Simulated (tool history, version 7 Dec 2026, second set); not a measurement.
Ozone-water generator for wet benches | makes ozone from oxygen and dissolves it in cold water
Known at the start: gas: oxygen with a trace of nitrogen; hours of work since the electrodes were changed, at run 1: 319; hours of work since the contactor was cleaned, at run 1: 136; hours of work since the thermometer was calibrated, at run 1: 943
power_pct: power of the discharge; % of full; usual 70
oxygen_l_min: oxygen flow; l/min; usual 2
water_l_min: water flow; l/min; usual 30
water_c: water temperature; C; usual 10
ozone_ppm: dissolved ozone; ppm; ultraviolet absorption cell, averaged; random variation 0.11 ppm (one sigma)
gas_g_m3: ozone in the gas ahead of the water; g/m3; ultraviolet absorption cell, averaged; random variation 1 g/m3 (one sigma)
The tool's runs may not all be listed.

run	hour	power_pct	oxygen_l_min	water_l_min	water_c	hours of work since the electrodes were changed	hours of work since the contactor was cleaned	hours of work since the thermometer was calibrated	ozone_ppm	gas_g_m3
1	0	70	2	30	10	319	136	943	7.3	181.4
2	112.1	70	2	30	10	426	244	1050	7	183
3	192.8	70	1.16	30	10	503	321	1128	5.6	237.1
4	270.2	70	1.16	30	10	577	395	1202	5.6	238
5	370.1	70	1.16	30	10	673	491	1298	5.7	239.9
6	447.8	70	1.16	30	10	747	565	1372	5.6	237.6
7	544.8	70	1.02	30	10	840	658	1465	5.3	252
8	612.1	70	1.02	30	5	905	723	1529	5.4	252.2
9	669.1	70	1.02	30	5	959	777	1584	5.3	250
10	768	70	1.02	30	5	1054	872	1679	5.3	249.3
11	874.4	70	1.1	30	10	1156	974	1780	5.3	239.6
# hour 885.3: contactor cleaned
12	990.1	70	2.92	30	10	1263	100	1887	7.3	145.6
13	1047.7	70	2	30	17	1318	155	1942	6.3	176
14	1127.6	70	2	30	10	1394	232	2019	6.6	174.1
15	1208.4	70	1.53	30	10	1472	309	2096	5.9	199.5
16	1307.9	70	1.53	30	10	1567	405	2192	5.8	197.8
17	1385.8	70	2	30	10	1642	479	2266	6.4	173.9
18	1436.5	70	2	30	10	1690	528	2315	6.5	174.3
# hour 1495.9: contactor cleaned, once more
19	1548.7	70	2	30	10	1794	50	2418	6.8	174.3
20	1627.6	49	1.02	34	5	1869	126	2494	3.4	185.1
21	1686.5	70	2.51	34	10	1926	182	2550	6.2	153.2
22	1802.7	49	2.29	47	14	2037	294	2662	3.3	119.9
23	1869.9	49	2.29	47	14	2101	358	2726	3.1	121
24	1938.9	49	2.29	47	14	2167	424	2792	3.4	120.8
25	2028.6	70	2	30	5	2253	510	2878	6.9	169.7
26	2145.6	70	2.31	30	15	2365	622	2990	6.8	157.6
27	2196	70	2.31	30	15	2414	670	3038	6.7	156.9
28	2246.7	70	1.66	30	10	2462	719	3087	6	184.9
29	2363.6	70	3	30	10	2574	831	3199	7.2	136.1
30	2425	65	1.12	30	8	2633	890	3258	4.9	212.1
31	2528.1	65	1.12	30	8	2732	988	3356	4.8	211.5
32	2607.1	65	1.12	30	8	2807	1064	3432	4.8	209.7
33	2705	65	1.12	30	16	2901	1158	3526	4.6	212
34	2779.9	65	1.12	30	16	2973	1230	3597	4.7	209.2

The same runs without the tool's hidden state, with the same run-to-run variation:
The hidden state here: yield of the discharge, % of new electrodes'; contactor's efficiency, % of a clean one's; true water temperature over the reading, C; drift of the gauge itself on ozone_ppm, %; drift of the gauge itself on gas_g_m3, %.
run	ozone_ppm	gas_g_m3
1	7.4	183.4
2	7.2	185.8
3	5.8	241.5
4	5.9	243.1
5	5.9	245.9
6	5.8	244.3
7	5.6	260
8	5.7	260.7
9	5.6	259
10	5.6	259.3
11	5.7	250
12	8	152.5
13	6.9	184.8
14	7.3	183.3
15	6.6	210.7
16	6.5	209.7
17	7.2	184.9
18	7.3	185.6
19	7.3	186.3
20	3.7	194.5
21	6.8	164.7
22	3.5	126.7
23	3.4	128.1
24	3.6	128.1
25	7.6	184.9
26	7.6	172.4
27	7.5	172
28	6.7	203.1
29	8.2	150.2
30	5.6	233.1
31	5.5	233.4
32	5.4	232.2
33	5.3	235.3
34	5.4	233.1
